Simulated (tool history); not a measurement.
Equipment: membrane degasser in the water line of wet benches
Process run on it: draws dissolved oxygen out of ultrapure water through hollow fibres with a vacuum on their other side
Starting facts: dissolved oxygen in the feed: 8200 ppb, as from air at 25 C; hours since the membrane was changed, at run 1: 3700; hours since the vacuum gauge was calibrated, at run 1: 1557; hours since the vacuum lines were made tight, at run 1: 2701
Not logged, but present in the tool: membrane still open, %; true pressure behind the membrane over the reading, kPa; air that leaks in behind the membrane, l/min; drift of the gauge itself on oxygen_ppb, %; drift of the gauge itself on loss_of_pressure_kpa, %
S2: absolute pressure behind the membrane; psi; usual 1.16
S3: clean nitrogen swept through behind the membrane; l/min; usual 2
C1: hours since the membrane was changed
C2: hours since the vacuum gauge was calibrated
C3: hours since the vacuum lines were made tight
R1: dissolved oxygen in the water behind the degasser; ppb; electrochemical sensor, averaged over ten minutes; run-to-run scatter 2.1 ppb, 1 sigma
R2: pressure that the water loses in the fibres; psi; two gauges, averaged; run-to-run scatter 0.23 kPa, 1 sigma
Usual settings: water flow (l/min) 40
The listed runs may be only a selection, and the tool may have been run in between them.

Run 1, hour 0: usual settings; C1 3700; C2 1557; C3 2701. Result: R1 212.8 ppb, R2 8.557 psi.
Run 2, hour 231.7: usual settings; C1 3932; C2 1789; C3 2933. Result: R1 217.1 ppb, R2 8.495 psi.
Run 3, hour 345.5: usual settings; C1 4046; C2 1903; C3 3047. Result: R1 212.1 ppb, R2 8.549 psi.
Run 4, hour 579.9: usual settings but S2 0.835 psi; C1 4280; C2 2137; C3 3281. Result: R1 116.9 ppb, R2 8.463 psi.
Run 5, hour 749.3: usual settings but S2 0.835 psi; C1 4450; C2 2307; C3 3451. Result: R1 116.4 ppb, R2 8.369 psi.
Run 6, hour 904.9: usual settings but S3 2.13 l/min; C1 4605; C2 2462; C3 3606. Result: R1 201.7 ppb, R2 8.509 psi.
Run 7, hour 1068.6: usual settings; C1 4769; C2 2626; C3 3770. Result: R1 213.7 ppb, R2 8.396 psi.
Run 8, hour 1248.9: usual settings but water flow (l/min) 26; C1 4949; C2 2806; C3 3950. Result: R1 144.5 ppb, R2 5.506 psi.
Run 9, hour 1404.2: usual settings but water flow (l/min) 36, S3 1.97 l/min; C1 5105; C2 2961; C3 4106. Result: R1 195.8 ppb, R2 7.593 psi.
Run 10, hour 1552.3: usual settings but water flow (l/min) 34, S2 1.272 psi, S3 1.92 l/min; C1 5253; C2 3110; C3 4254. Result: R1 219 ppb, R2 7.146 psi.
Run 11, hour 1788.2: usual settings but water flow (l/min) 57, S2 1.272 psi, S3 1.92 l/min; C1 5489; C2 3345; C3 4489. Result: R1 348.4 ppb, R2 11.984 psi.
Run 12, hour 2009.4: usual settings but water flow (l/min) 41, S3 3.07 l/min; C1 5710; C2 3567; C3 4711. Result: R1 148 ppb, R2 8.643 psi.
Run 13, hour 2216.5: usual settings but water flow (l/min) 29, S3 3.07 l/min; C1 5917; C2 3774; C3 4918. Result: R1 109.2 ppb, R2 6.09 psi.

What if the next run were any one of these 4? Each begins from the tool's condition after run 13:
Run A, hour 2333.4: usual settings but water flow (l/min) 51, S3 3.95 l/min; C1 6034; C2 3891; C3 5035. Result: R1 ?, R2 ?.
Run B, hour 2333.4: usual settings but water flow (l/min) 45, S3 1.39 l/min; C1 6034; C2 3891; C3 5035. Result: R1 ?, R2 ?.
Run C, hour 2333.4: usual settings but water flow (l/min) 25, S3 3.07 l/min; C1 6034; C2 3891; C3 5035. Result: R1 ?, R2 ?.
Run D, hour 2333.4: usual settings but water flow (l/min) 33, S2 2.753 psi, S3 0.82 l/min; C1 6034; C2 3891; C3 5035. Result: R1 ?, R2 ?.

run      R1      R2
  A   145.7  10.588
  B   320.1   9.422
  C    93.1   5.237
  D  1132.8   6.957
With the hidden condition removed and each run's random variation left untouched, the same runs would have given:
run      R1      R2
  A   145.4  10.762
  B   319.7   9.577
  C      93   5.324
  D  1132.3   7.071
